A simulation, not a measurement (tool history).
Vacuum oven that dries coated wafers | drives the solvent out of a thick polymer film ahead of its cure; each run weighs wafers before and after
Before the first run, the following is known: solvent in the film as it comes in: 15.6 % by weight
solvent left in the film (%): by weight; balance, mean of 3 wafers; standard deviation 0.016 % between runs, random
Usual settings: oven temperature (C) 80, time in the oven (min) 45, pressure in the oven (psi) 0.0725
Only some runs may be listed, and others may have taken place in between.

| run | hour | oven temperature (C) | time in the oven (min) | pressure in the oven (psi) | solvent left in the film (%) |
|---|---|---|---|---|---|
| 1 | 0 | 80 | 45 | 0.0725 | 2.35 |
| 2 | 11.4 | 80 | 45 | 0.0899 | 2.38 |
| 3 | 21.6 | 80 | 45 | 0.0899 | 2.36 |
| 4 | 33.2 | 80 | 45 | 0.0899 | 2.39 |
| 5 | 42.4 | 80 | 45 | 0.0899 | 2.35 |
| 6 | 49.5 | 80 | 45 | 0.0899 | 2.39 |
| 7 | 59.3 | 80 | 45 | 0.06 | 2.33 |
| 8 | 66.4 | 80 | 22 | 0.06 | 5.49 |
| 9 | 76.1 | 80 | 22 | 0.06 | 5.48 |
| 10 | 85.4 | 80 | 22 | 0.06 | 5.45 |
| 11 | 92.1 | 80 | 65 | 0.06 | 1.14 |
| 12 | 100.4 | 80 | 27 | 0.1092 | 4.57 |
| 13 | 106.3 | 80 | 34 | 0.0434 | 3.47 |
| 14 | 114.4 | 84 | 34 | 0.0569 | 2.71 |
| 15 | 126.9 | 82 | 73 | 0.0967 | 0.8 |
| 16 | 134.4 | 88 | 39 | 0.1256 | 1.73 |
| 17 | 143.7 | 80 | 45 | 0.2338 | 2.67 |
| 18 | 156.5 | 69 | 24 | 0.1323 | 7.45 |
| 19 | 163.3 | 69 | 24 | 0.1323 | 7.42 |
| 20 | 171.9 | 69 | 52 | 0.2302 | 4.32 |
| 21 | 184.2 | 69 | 29 | 0.1095 | 6.51 |

Below are 4 alternative next runs, each starting from the tool's condition after run 21. Predict each:
| A | 196.3 | 76 | 35 | 0.1942 | ? |
| B | 196.3 | 80 | 27 | 0.0725 | ? |
| C | 196.3 | 90 | 38 | 0.0937 | ? |
| D | 196.3 | 70 | 37 | 0.0683 | ? |

| run | solvent left in the film (%) |
|---|---|
| A | 4.46 |
| B | 4.52 |
| C | 1.46 |
| D | 5.19 |
With no hidden state in the tool, these same runs would have given:
| run | solvent left in the film (%) |
|---|---|
| A | 4.47 |
| B | 4.53 |
| C | 1.47 |
| D | 5.2 |
